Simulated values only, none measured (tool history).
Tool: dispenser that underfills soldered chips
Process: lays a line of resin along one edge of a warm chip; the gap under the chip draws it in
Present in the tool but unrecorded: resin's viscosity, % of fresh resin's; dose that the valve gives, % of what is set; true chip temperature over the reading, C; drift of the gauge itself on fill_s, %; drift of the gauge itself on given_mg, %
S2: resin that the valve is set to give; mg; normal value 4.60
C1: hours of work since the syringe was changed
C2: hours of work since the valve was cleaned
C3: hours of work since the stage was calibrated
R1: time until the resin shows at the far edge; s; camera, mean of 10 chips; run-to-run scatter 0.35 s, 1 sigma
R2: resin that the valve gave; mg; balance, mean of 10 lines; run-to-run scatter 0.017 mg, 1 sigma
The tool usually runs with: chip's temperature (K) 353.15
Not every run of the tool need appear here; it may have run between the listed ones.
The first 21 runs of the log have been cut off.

Run 22, hour 120.8: usual settings but chip's temperature (K) 361.15, S2 4.87 mg; C1 5; C2 11; C3 276. Result: R1 20.6 s, R2 4.85 mg.
At hour 122.3: new syringe of resin.
Run 23, hour 127.9: usual settings but chip's temperature (K) 361.15, S2 4.87 mg; C1 4; C2 15; C3 280. Result: R1 19.5 s, R2 4.82 mg.
At hour 131.1: new syringe of resin.
Run 24, hour 136.0: usual settings but chip's temperature (K) 341.15, S2 4.34 mg; C1 3; C2 20; C3 285. Result: R1 36.7 s, R2 4.24 mg.
At hour 139.5: new syringe of resin.
Run 25, hour 140.6: usual settings but chip's temperature (K) 364.15, S2 4.30 mg; C1 1; C2 23; C3 288. Result: R1 14.7 s, R2 4.22 mg.
Run 26, hour 146.2: usual settings but chip's temperature (K) 364.15, S2 4.30 mg; C1 4; C2 27; C3 292. Result: R1 19.1 s, R2 4.23 mg.
At hour 148.1: new syringe of resin.
Run 27, hour 150.5: usual settings but chip's temperature (K) 364.15, S2 4.30 mg; C1 2; C2 30; C3 295. Result: R1 15.7 s, R2 4.19 mg.
Run 28, hour 155.0: usual settings but chip's temperature (K) 365.15, S2 3.97 mg; C1 5; C2 33; C3 298. Result: R1 20.8 s, R2 3.88 mg.
At hour 156.9: new syringe of resin.
Run 29, hour 161.5: usual settings but chip's temperature (K) 348.15, S2 5.21 mg; C1 3; C2 37; C3 302. Result: R1 28.3 s, R2 5.07 mg.
At hour 165.4: new syringe of resin.
Run 30, hour 167.8: usual settings but chip's temperature (K) 348.15, S2 5.21 mg; C1 2; C2 41; C3 306. Result: R1 25.5 s, R2 5.04 mg.
At hour 174.1: new syringe of resin.
Run 31, hour 176.4: usual settings but chip's temperature (K) 348.15, S2 5.21 mg; C1 2; C2 46; C3 311. Result: R1 24.8 s, R2 5.02 mg.
Run 32, hour 179.8: usual settings but chip's temperature (K) 358.15, S2 4.27 mg; C1 4; C2 49; C3 313. Result: R1 22.3 s, R2 4.13 mg.
At hour 182.5: new syringe of resin.
Run 33, hour 186.2: usual settings but chip's temperature (K) 343.15, S2 5.78 mg; C1 2; C2 53; C3 317. Result: R1 31.7 s, R2 5.53 mg.
At hour 191.0: new syringe of resin.
Run 34, hour 193.9: usual settings but chip's temperature (K) 343.15, S2 5.78 mg; C1 2; C2 58; C3 322. Result: R1 29.7 s, R2 5.51 mg.
At hour 200.0: new syringe of resin.
Run 35, hour 201.7: usual settings but chip's temperature (K) 368.15, S2 4.02 mg; C1 1; C2 62; C3 327. Result: R1 14.5 s, R2 3.85 mg.

3 options for the next run, each taken on its own from the tool as it stands now. Forecast them:
At hour 208.5: new syringe of resin.
Run A, hour 210.0: usual settings but chip's temperature (K) 362.15, S2 4.13 mg; C1 1; C2 68; C3 333. Result: R1 ?, R2 ?.
At hour 208.5: new syringe of resin.
Run B, hour 210.0: usual settings but chip's temperature (K) 344.15, S2 4.15 mg; C1 1; C2 68; C3 333. Result: R1 ?, R2 ?.
At hour 208.5: new syringe of resin.
Run C, hour 210.0: usual settings but chip's temperature (K) 354.15, S2 4.31 mg; C1 1; C2 68; C3 333. Result: R1 ?, R2 ?.

run    R1    R2
  A  16.8  3.94
  B  28.7  3.94
  C  20.8  4.09
With the hidden condition removed and each run's random variation left untouched, the same runs would have given:
run    R1    R2
  A  14.6  4.16
  B  24.6  4.16
  C  17.9  4.32

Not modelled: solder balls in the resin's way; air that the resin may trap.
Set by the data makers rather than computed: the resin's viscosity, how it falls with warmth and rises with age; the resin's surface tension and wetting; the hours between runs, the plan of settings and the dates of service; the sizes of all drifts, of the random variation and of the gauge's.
